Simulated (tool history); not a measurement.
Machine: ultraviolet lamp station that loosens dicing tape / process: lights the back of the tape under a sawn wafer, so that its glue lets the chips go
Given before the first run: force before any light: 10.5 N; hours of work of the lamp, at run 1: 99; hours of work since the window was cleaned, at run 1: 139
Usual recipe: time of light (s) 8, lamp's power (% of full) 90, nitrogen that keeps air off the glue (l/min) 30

run,hour,time of light (s),lamp's power (% of full),nitrogen that keeps air off the glue (l/min),hours of work of the lamp,hours of work since the window was cleaned,force that peels the tape off (N),light that reached the tape (mJ/cm2)
1,0,8,90,30,99,139,0.821,211
2,6.7,8,90,30,103,144,0.815,210
3,14.1,8,90,37,108,148,0.763,211
4,20.5,8,90,37,112,152,0.792,206
5,27.9,8,90,37,117,157,0.783,206
6,40,8,90,37,124,165,0.772,210
7,52.1,8,90,30,132,172,0.843,204
8,62.5,8,90,30,138,179,0.91,202
9,78.1,8,90,30,148,189,0.892,203
10,92.1,8,90,30,157,198,0.942,200
11,106.1,8,90,30,166,207,0.971,201
12,118.5,8,90,30,174,214,0.942,194
13,131.6,8,90,30,182,223,0.953,196
14,147.1,8,90,30,192,233,0.989,193
15,156.1,8,90,30,198,238,0.992,187
16,171.3,8,90,30,208,248,0.994,187
17,186.2,8,90,30,217,257,0.982,195
18,193.7,8,90,30,222,262,1.048,188
# hour 199.6: window cleaned of glue's vapour
19,202.5,8,90,30,227,2,0.702,230
20,212.6,8,62,20,233,8,1.665,155
21,219.4,4,61,30,238,13,3.933,75
22,228.8,11,74,25,244,19,0.587,256
23,241.9,6,62,35,252,27,2.423,111
24,251.8,6,62,35,258,33,2.37,116
25,266.5,9,62,48,268,42,1.084,168
26,281.3,9,62,48,277,52,1.12,169
27,294.4,4,86,10,285,60,3.66,102
28,302.2,9,74,11,290,65,1.407,199
29,309.1,8,94,30,295,69,0.722,225
30,321.2,13,94,19,302,77,0.314,361
31,335.5,4,90,26,311,86,2.771,103
32,350,12,64,37,321,96,0.678,222
33,362.9,12,64,37,329,104,0.681,219
34,371.9,8,97,14,335,109,0.967,223
35,386.8,8,60,30,344,119,1.871,137
36,394.8,8,60,30,349,124,1.834,138
37,408.5,14,66,27,358,133,0.535,263

Describe how what the log doesn't record of the tool's condition differs between the last listed run preceding each entry between runs and the first listed run following it.
Logged between run 18 and run 19: window cleaned of glue's vapour (hour 199.6)
  lamp's light, % of a new lamp's: 95.2 -> 95.1; light that the window lets through, % of a clean one's: 82.3 -> 99.8
  the result without the hidden state subtracted from the measured one, force that peels the tape off (N): +0.425 -> +0.074; light that reached the tape (mJ/cm2): -52 -> -12

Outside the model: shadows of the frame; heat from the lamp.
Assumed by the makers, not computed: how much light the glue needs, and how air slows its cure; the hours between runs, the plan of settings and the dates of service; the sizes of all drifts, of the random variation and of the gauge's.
